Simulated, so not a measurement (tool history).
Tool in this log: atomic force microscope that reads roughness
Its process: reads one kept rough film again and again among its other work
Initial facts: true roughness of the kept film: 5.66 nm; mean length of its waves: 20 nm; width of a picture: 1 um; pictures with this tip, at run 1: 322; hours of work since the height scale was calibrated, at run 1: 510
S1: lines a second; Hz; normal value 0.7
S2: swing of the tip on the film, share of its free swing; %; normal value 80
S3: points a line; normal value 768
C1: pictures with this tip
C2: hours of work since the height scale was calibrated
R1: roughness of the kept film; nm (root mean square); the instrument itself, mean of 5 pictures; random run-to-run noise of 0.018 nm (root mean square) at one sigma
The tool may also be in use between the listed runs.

run,hour,S1,S2,S3,C1,C2,R1
1,0,0.7,80,768,322,510,4.274
# hour 59.7: new tip fitted
2,64.5,0.7,80,768,5,546,4.31
3,134.6,0.7,80,768,80,585,4.353
4,166.4,0.7,80,768,115,603,4.293
5,237.2,0.7,80,768,191,643,4.319
6,277.4,0.7,80,768,234,665,4.291
7,327.3,2.824,80,768,288,693,3.998
8,374.7,2.824,80,768,339,720,3.992
# hour 420.1: new tip fitted
9,420.6,2.824,80,768,1,745,4.072
10,459.4,2.824,89,768,42,767,3.852
11,494.2,0.7,80,768,80,787,4.281
12,546.5,0.7,80,768,136,816,4.278
13,591.4,0.7,57,768,184,841,4.382
14,635.7,0.7,57,768,232,866,4.288
15,691.1,0.7,80,768,292,897,4.299
16,732.6,1.236,80,768,336,920,4.191
# hour 778.2: new tip fitted
17,784.8,1.236,80,768,7,949,4.23
18,853,1.236,80,768,80,987,4.208
19,911.4,0.7,80,768,143,1020,4.299
20,969.2,0.7,57,287,205,1053,4.247
21,1010.8,0.553,57,287,250,1076,4.223
22,1072.2,0.553,57,287,316,1110,4.271
23,1104.5,0.7,60,768,351,1128,4.322
# hour 1134.8: new tip fitted
24,1134.8,0.914,60,500,0,1145,4.311
25,1163.8,0.989,80,351,31,1161,4.206
26,1226.8,0.588,86,823,99,1197,4.313
27,1277.6,0.588,86,823,153,1225,4.298
28,1349.4,0.588,86,823,231,1265,4.269
29,1382.1,0.7,80,321,266,1284,4.204
30,1447.3,0.7,80,321,336,1320,4.199
# hour 1492.3: new tip fitted
31,1508.9,0.7,80,321,18,1355,4.216
32,1561.5,3.933,80,933,74,1384,3.909
33,1623.6,3.933,80,933,141,1419,3.89
34,1659.1,1.973,80,938,179,1439,4.144
35,1710,0.921,80,1023,234,1467,4.255
36,1767.1,2.535,80,297,296,1499,3.959

Expected results for the next run?
37,1834.1,1.862,73,262,368,1537,?

For run 37 the tool returned R1 4.062 nm (root mean square).
The same run, on a tool lacking any hidden state, would have yielded R1 4.087 nm (root mean square).

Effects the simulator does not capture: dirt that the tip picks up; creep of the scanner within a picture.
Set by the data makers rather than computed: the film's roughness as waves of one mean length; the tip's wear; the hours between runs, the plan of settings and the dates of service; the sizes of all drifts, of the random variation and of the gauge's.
